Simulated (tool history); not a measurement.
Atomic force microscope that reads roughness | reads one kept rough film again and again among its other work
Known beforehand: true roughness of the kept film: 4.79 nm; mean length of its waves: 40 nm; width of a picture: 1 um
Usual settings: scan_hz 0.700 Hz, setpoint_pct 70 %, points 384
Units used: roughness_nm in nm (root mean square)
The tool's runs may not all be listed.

run    day  scan_hz  setpoint_pct  points  roughness_nm
  1  0.000    0.700            70     384         4.117
  2  0.354    0.700            62     384         4.113
  3  0.742    0.700            62     384         4.061
  4  0.967    0.700            74     384         3.956
  5  1.283    0.700            74     384         3.845
  6  1.608    0.700            74     384         3.819
  7  1.879    0.700            74     552         3.785
     1.958  -- height scale calibrated on a step standard
  8  2.425    0.700            74     552         3.718
  9  2.758    0.700            74     552         3.658
     2.838  -- height scale calibrated on a step standard, once more
 10  3.025    0.700            74     552         3.653
 11  3.567    0.700            74     552         3.568
     3.825  -- new tip fitted
 12  3.875    0.700            74     552         4.164
 13  4.333    1.949            70     503         3.836
 14  4.667    1.949            70     503         3.749
 15  4.975    2.412            69     493         3.672
 16  5.412    3.039            63     689         3.655
 17  5.858    3.516            70     753         3.358
 18  6.117    3.516            70     753         3.303
 19  6.371    3.516            70     753         3.295
 20  6.679    0.885            87     284         3.459
 21  7.062    0.741            70     384         3.677
 22  7.483    0.741            70     384         3.620
     7.950  -- new tip fitted
 23  8.004    3.634            76     384         3.360
 24  8.292    3.634            76     384         3.328

Predict each of these 3 candidate next runs independently; none follows another, all start after run 24:
  A  8.679    1.880            79     998             ?
  B  8.679    2.805            64     554             ?
  C  8.679    0.700            70     963             ?

run  roughness_nm
  A         3.605
  B         3.810
  C         4.122
Without the tool's unlogged condition, the same runs would have read:
run  roughness_nm
  A         3.734
  B         3.947
  C         4.269
